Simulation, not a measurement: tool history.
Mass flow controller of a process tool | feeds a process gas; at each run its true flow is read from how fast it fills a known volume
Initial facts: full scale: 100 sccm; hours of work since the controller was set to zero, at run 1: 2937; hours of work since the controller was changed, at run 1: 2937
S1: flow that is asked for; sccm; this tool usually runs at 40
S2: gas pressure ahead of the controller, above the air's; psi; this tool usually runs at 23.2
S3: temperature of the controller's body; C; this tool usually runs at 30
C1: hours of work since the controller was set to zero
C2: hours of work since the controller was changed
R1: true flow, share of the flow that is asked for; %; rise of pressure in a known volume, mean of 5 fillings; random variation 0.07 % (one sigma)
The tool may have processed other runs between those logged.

run    hour  S1    S2  S3    C1    C2      R1
  1     0.0  40  23.2  30  2937  2937   97.74
  2    68.0  40  23.2  30  2982  2982   98.02
  3   155.2  40  23.2  30  3041  3041   98.05
  4   214.8  40  23.2  23  3081  3081   97.90
  5   264.1  40  23.2  23  3114  3114   97.97
  6   320.0  40  23.2  23  3151  3151   98.06
  7   424.8  40  23.2  30  3221  3221   98.27
  8   500.3  40  24.5  30  3272  3272   98.63
  9   558.2  40  24.5  30  3311  3311   98.77
 10   673.4  40  34.4  30  3388  3388   99.41
 11   728.2  40  34.4  30  3424  3424   99.38
 12   824.1  40  34.4  30  3489  3489   99.73
 13   872.3  40  34.4  30  3521  3521   99.68
 14   920.9  40  34.4  30  3553  3553   99.82
 15   999.9  40  34.4  30  3606  3606   99.97
 16  1053.0  19  34.4  30  3642  3642   99.15
 17  1140.1  43  23.4  30  3700  3700   99.47
 18  1214.6  43  23.4  30  3750  3750   99.64
 19  1263.4  75  25.2  30  3783  3783  100.74
 20  1375.9  54  25.7  30  3858  3858  100.33
 21  1440.6  54  25.7  30  3901  3901  100.59
     1537.8  -- gauge calibrated
 22  1543.2  40  23.2  26  3970  3970   97.68
 23  1659.9  73  23.2  26  4048  4048   99.15
 24  1725.8  73  26.1  23  4092  4092   99.17
 25  1818.2  73  26.1  23  4154  4154   99.44
 26  1908.3  40  23.2  26  4215  4215   98.23
 27  2011.9  40  23.2  26  4284  4284   98.32
 28  2104.5  80  23.2  25  4346  4346   99.87
 29  2163.6  80  23.2  25  4386  4386   99.91
 30  2254.9  13  23.2  25  4447  4447   97.76

Take each entry between the runs: how does the hidden state at the last listed run before it differ from the hidden state at the first listed run after it?
Runs 21 to 22: gauge calibrated (hour 1537.8)
  drift of the gauge itself on true_pct, %: 2.03 -> 0.01
  measured value less the no-hidden-state value, R1: +2.00 -> +0.00 %
